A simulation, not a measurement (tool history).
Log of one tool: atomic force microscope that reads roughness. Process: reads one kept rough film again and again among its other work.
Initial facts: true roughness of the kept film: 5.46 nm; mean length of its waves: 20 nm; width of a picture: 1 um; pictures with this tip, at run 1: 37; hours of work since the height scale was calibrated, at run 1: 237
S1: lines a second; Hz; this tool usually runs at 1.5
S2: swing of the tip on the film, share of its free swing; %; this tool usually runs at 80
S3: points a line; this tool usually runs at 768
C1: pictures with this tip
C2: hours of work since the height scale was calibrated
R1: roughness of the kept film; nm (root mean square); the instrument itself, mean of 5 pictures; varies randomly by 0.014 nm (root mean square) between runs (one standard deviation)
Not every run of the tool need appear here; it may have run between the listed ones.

run	hour	S1	S2	S3	C1	C2	R1
1	0	1.5	80	768	37	237	3.098
2	11.7	1.5	80	670	55	243	3.024
3	22.7	1.5	80	670	71	249	2.933
4	37.1	1.5	80	670	93	256	2.788
5	46.8	1.5	61	768	107	261	3.045
6	67.5	1.5	61	768	139	271	2.904
7	78	1.5	80	768	154	276	2.561
8	96.3	1.5	80	768	182	285	2.479
9	113.4	1.5	64	768	208	294	2.61
10	123.5	1.5	80	768	223	299	2.35
11	139	1.16	80	768	246	307	2.354
12	148.1	1.16	80	768	260	311	2.323
13	166	1.16	80	768	287	320	2.245
# hour 169.3: new tip fitted
14	176.4	1.16	80	768	11	325	3.421
15	195.4	1.5	80	768	39	335	3.146
16	214.3	1.5	80	768	68	344	2.98
17	235.5	1.5	80	768	100	354	2.849
18	253.1	1.5	82	768	126	363	2.684
19	271.2	1.5	80	768	153	372	2.642
20	291.2	1.5	80	768	183	382	2.537
21	313.7	1.88	75	747	217	393	2.424
22	324	1.5	73	283	233	399	2.415
23	336.7	1.5	58	794	252	405	2.578
24	347.2	1.5	65	562	268	410	2.461
# hour 363.5: new tip fitted
25	366.1	0.9	59	906	4	419	3.641
26	386.2	0.56	66	644	35	429	3.434
27	398.2	0.56	66	644	53	435	3.364
28	409.6	0.56	66	644	70	441	3.283
29	419.4	0.56	66	644	85	446	3.192
30	428.8	0.88	70	644	99	451	3.049
31	439.7	2.9	62	588	115	456	2.804
32	454.1	2.9	62	588	137	463	2.715
33	469.8	0.5	73	293	160	471	2.793
34	490.6	0.5	87	677	192	481	2.641
35	500.3	0.5	87	677	206	486	2.564
36	512.1	0.53	80	394	224	492	2.537
37	521.6	0.73	63	574	238	497	2.591
38	539.3	2.03	84	960	265	506	2.036
39	552.7	2.03	84	960	285	512	2

Same runs, no hidden state in the tool, same run-to-run variation:
What the log doesn't record here: radius of the tip, nm; height scale over the true one, %; drift of the gauge itself on roughness_nm, %.
run	R1
1	3.374
2	3.389
3	3.375
4	3.333
5	3.715
6	3.73
7	3.362
8	3.384
9	3.701
10	3.397
11	3.495
12	3.512
13	3.505
14	3.522
15	3.405
16	3.373
17	3.394
18	3.322
19	3.398
20	3.402
21	3.4
22	3.462
23	3.784
24	3.681
25	3.838
26	3.812
27	3.835
28	3.849
29	3.829
30	3.736
31	3.52
32	3.52
33	3.728
34	3.671
35	3.631
36	3.669
37	3.814
38	3.095
39	3.108
